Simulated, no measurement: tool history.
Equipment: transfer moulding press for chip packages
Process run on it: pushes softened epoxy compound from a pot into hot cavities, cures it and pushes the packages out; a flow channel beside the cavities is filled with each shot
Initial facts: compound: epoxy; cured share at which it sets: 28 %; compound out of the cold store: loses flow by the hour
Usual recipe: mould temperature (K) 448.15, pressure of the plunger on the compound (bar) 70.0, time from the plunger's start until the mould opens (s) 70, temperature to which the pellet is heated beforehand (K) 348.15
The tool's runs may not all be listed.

| run | hour | mould temperature (K) | pressure of the plunger on the compound (bar) | time from the plunger's start until the mould opens (s) | temperature to which the pellet is heated beforehand (K) | incoming compound's hours out of the cold store | length that the compound runs in the flow channel (mm) | greatest force on the pins that push the packages out (N) |
|---|---|---|---|---|---|---|---|---|
| 1 | 0.0 | 448.15 | 70.0 | 70 | 348.15 | 35.2 | 682 | 409 |
| 2 | 8.6 | 448.15 | 70.0 | 70 | 348.15 | 44.0 | 658 | 457 |
|  | 19.8 | plunger's sealing rings changed |
|  | 23.4 | cavities cleaned with cleaning compound and waxed |
| 3 | 24.2 | 448.15 | 70.0 | 70 | 348.15 | 30.4 | 732 | 304 |
| 4 | 43.6 | 448.15 | 70.0 | 70 | 348.15 | 10.9 | 759 | 446 |
|  | 58.7 | cavities cleaned with cleaning compound and waxed |
| 5 | 60.1 | 448.15 | 70.0 | 70 | 348.15 | 19.4 | 736 | 334 |
| 6 | 78.5 | 453.15 | 70.0 | 70 | 348.15 | 25.7 | 711 | 369 |
|  | 94.2 | cavities cleaned with cleaning compound and waxed |
| 7 | 97.3 | 448.15 | 70.0 | 70 | 348.15 | 36.5 | 705 | 318 |
| 8 | 107.0 | 448.15 | 70.0 | 70 | 348.15 | 25.7 | 711 | 406 |
|  | 110.8 | mould's thermocouples calibrated |
| 9 | 117.7 | 448.15 | 70.0 | 109 | 348.15 | 33.3 | 703 | 354 |
|  | 130.8 | cavities cleaned with cleaning compound and waxed |
| 10 | 130.8 | 448.15 | 70.0 | 109 | 348.15 | 42.3 | 683 | 252 |
| 11 | 151.9 | 448.15 | 70.0 | 58 | 348.15 | 39.0 | 690 | 658 |
|  | 166.1 | cavities cleaned with cleaning compound and waxed |
| 12 | 169.5 | 448.15 | 70.0 | 58 | 348.15 | 39.0 | 687 | 497 |
| 13 | 181.3 | 451.15 | 80.9 | 59 | 354.15 | 41.5 | 712 | 473 |
| 14 | 194.9 | 441.15 | 80.9 | 59 | 354.15 | 31.0 | 764 | 1146 |
|  | 200.6 | cavities cleaned with cleaning compound and waxed |
| 15 | 212.5 | 452.15 | 80.9 | 72 | 357.15 | 29.0 | 726 | 339 |
|  | 222.6 | plunger's sealing rings changed |
|  | 226.6 | mould's thermocouples calibrated, once more |
| 16 | 232.8 | 450.15 | 70.0 | 60 | 345.15 | 31.0 | 717 | 513 |
|  | 239.8 | cavities cleaned with cleaning compound and waxed |
| 17 | 247.1 | 444.15 | 69.9 | 60 | 345.15 | 44.4 | 708 | 611 |

Here are 5 independent what-if runs from the current tool condition. What would each one return?
| A | 265.0 | 448.15 | 66.3 | 61 | 348.15 | 11.7 | ? | ? |
| B | 265.0 | 448.15 | 70.0 | 105 | 351.15 | 11.1 | ? | ? |
| C | 265.0 | 455.15 | 70.0 | 70 | 348.15 | 21.9 | ? | ? |
| D | 265.0 | 444.15 | 69.9 | 81 | 343.15 | 42.4 | ? | ? |
| E | 265.0 | 448.15 | 70.0 | 70 | 341.15 | 18.7 | ? | ? |

| run | length that the compound runs in the flow channel (mm) | greatest force on the pins that push the packages out (N) |
|---|---|---|
| A | 735 | 553 |
| B | 745 | 371 |
| C | 709 | 379 |
| D | 704 | 430 |
| E | 738 | 444 |
Take away the tool's hidden state, keep each run's random variation, and the runs would have read:
| run | length that the compound runs in the flow channel (mm) | greatest force on the pins that push the packages out (N) |
|---|---|---|
| A | 748 | 371 |
| B | 759 | 247 |
| C | 722 | 250 |
| D | 716 | 286 |
| E | 751 | 296 |
